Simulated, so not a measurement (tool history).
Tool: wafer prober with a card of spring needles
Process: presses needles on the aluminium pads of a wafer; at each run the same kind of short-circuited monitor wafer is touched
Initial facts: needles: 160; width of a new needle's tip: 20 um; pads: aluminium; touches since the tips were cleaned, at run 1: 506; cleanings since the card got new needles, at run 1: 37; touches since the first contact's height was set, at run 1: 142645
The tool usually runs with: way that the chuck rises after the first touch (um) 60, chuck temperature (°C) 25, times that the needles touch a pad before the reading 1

run	hour	way that the chuck rises after the first touch (um)	chuck temperature (°C)	times that the needles touch a pad before the reading	touches since the tips were cleaned	cleanings since the card got new needles	touches since the first contact's height was set	resistance of one needle with its contact and lead (mohm)	way that a needle slides on the pad (um)
1	0.0	60	25	1	506	37	142645	267	10.55
# hour 13.6: tips cleaned on abrasive film
2	14.6	60	83	1	245	38	146290	276	10.62
# hour 27.8: tips cleaned on abrasive film
3	33.6	60	83	1	1460	39	151028	302	10.70
# hour 41.8: tips cleaned on abrasive film
# hour 56.0: tips cleaned on abrasive film
4	56.0	59	25	1	0	41	156605	252	10.32
5	68.0	56	25	1	3031	41	159636	356	9.77
# hour 70.3: tips cleaned on abrasive film
# hour 85.1: tips cleaned on abrasive film
6	89.0	60	25	1	980	43	164865	275	10.47
# hour 99.5: tips cleaned on abrasive film
7	111.0	60	25	1	2890	44	170365	330	10.57
# hour 113.8: tips cleaned on abrasive film
# hour 128.1: tips cleaned on abrasive film
8	133.1	60	25	1	1268	46	175872	295	10.45
# hour 142.7: tips cleaned on abrasive film
9	150.0	60	25	1	1815	47	180074	315	10.47
# hour 157.0: tips cleaned on abrasive film
# hour 171.5: tips cleaned on abrasive film
10	173.5	60	25	1	517	49	185939	263	10.36
# hour 185.3: tips cleaned on abrasive film
11	192.2	60	25	1	1736	50	190602	307	10.36
# hour 200.2: tips cleaned on abrasive film
12	204.8	60	25	1	1165	51	193758	284	10.29
# hour 215.0: tips cleaned on abrasive film
13	223.5	60	31	1	2125	52	198420	316	10.32
# hour 225.9: height of the first contact set anew
# hour 229.3: tips cleaned on abrasive film
14	241.7	60	31	1	3110	53	3950	364	9.59
# hour 243.3: tips cleaned on abrasive film
# hour 258.7: tips cleaned on abrasive film
15	261.2	60	31	1	642	55	8812	276	9.62
# hour 273.5: tips cleaned on abrasive film
16	277.5	60	25	1	990	56	12868	297	9.56
# hour 288.5: tips cleaned on abrasive film
# hour 292.0: height of the first contact set anew, once more
17	301.6	41	25	1	3204	57	2394	433	7.71
# hour 303.3: tips cleaned on abrasive film
18	317.0	60	62	1	3422	58	6237	348	11.29
# hour 318.3: tips cleaned on abrasive film
# hour 333.2: tips cleaned on abrasive film
19	338.1	62	25	1	1235	60	11507	285	11.61
# hour 348.6: tips cleaned on abrasive film
20	361.3	67	28	1	3212	61	17311	309	12.53
# hour 363.6: tips cleaned on abrasive film
21	375.8	67	28	2	3068	62	20922	284	12.44
# hour 377.5: tips cleaned on abrasive film
# hour 391.4: tips cleaned on abrasive film
22	393.2	60	25	3	440	64	25238	250	11.17
# hour 406.5: tips cleaned on abrasive film
23	406.8	60	25	3	68	65	28630	243	11.10
# hour 420.7: tips cleaned on abrasive film
24	421.8	60	25	3	258	66	32365	241	11.09
# hour 435.2: tips cleaned on abrasive film
25	444.3	60	25	3	2302	67	38019	266	11.18
# hour 450.0: tips cleaned on abrasive film
26	460.6	42	28	1	2665	68	42069	408	7.78
# hour 464.2: tips cleaned on abrasive film
# hour 478.7: tips cleaned on abrasive film
27	484.1	42	28	1	1348	70	47931	350	7.60
# hour 493.1: tips cleaned on abrasive film
28	502.9	45	25	1	2454	71	52625	405	8.11
# hour 507.8: tips cleaned on abrasive film
29	516.7	40	25	1	2250	72	56074	411	7.26
# hour 521.7: tips cleaned on abrasive film
30	534.3	40	25	1	3166	73	60472	461	7.29
# hour 536.0: tips cleaned on abrasive film
31	545.9	40	25	1	2494	74	63366	444	7.24
# hour 550.3: tips cleaned on abrasive film
32	559.8	40	25	1	2372	75	66821	420	7.23
# hour 565.2: tips cleaned on abrasive film
# hour 579.3: tips cleaned on abrasive film
33	579.3	49	70	1	0	77	71664	266	8.76

What if the next run were any one of these 3? Each begins from the tool's condition after run 33:
# hour 593.8: tips cleaned on abrasive film
A	597.0	60	69	1	803	78	76085	?	?
# hour 593.8: tips cleaned on abrasive film
B	597.0	49	70	2	803	78	76085	?	?
# hour 593.8: tips cleaned on abrasive film
C	597.0	48	40	1	803	78	76085	?	?

run	resistance of one needle with its contact and lead (mohm)	way that a needle slides on the pad (um)
A	291	10.78
B	290	8.88
C	305	8.59
Stripped of hidden state, with their random variation kept, the same runs would have yielded:
run	resistance of one needle with its contact and lead (mohm)	way that a needle slides on the pad (um)
A	252	11.19
B	254	9.28
C	244	9.00
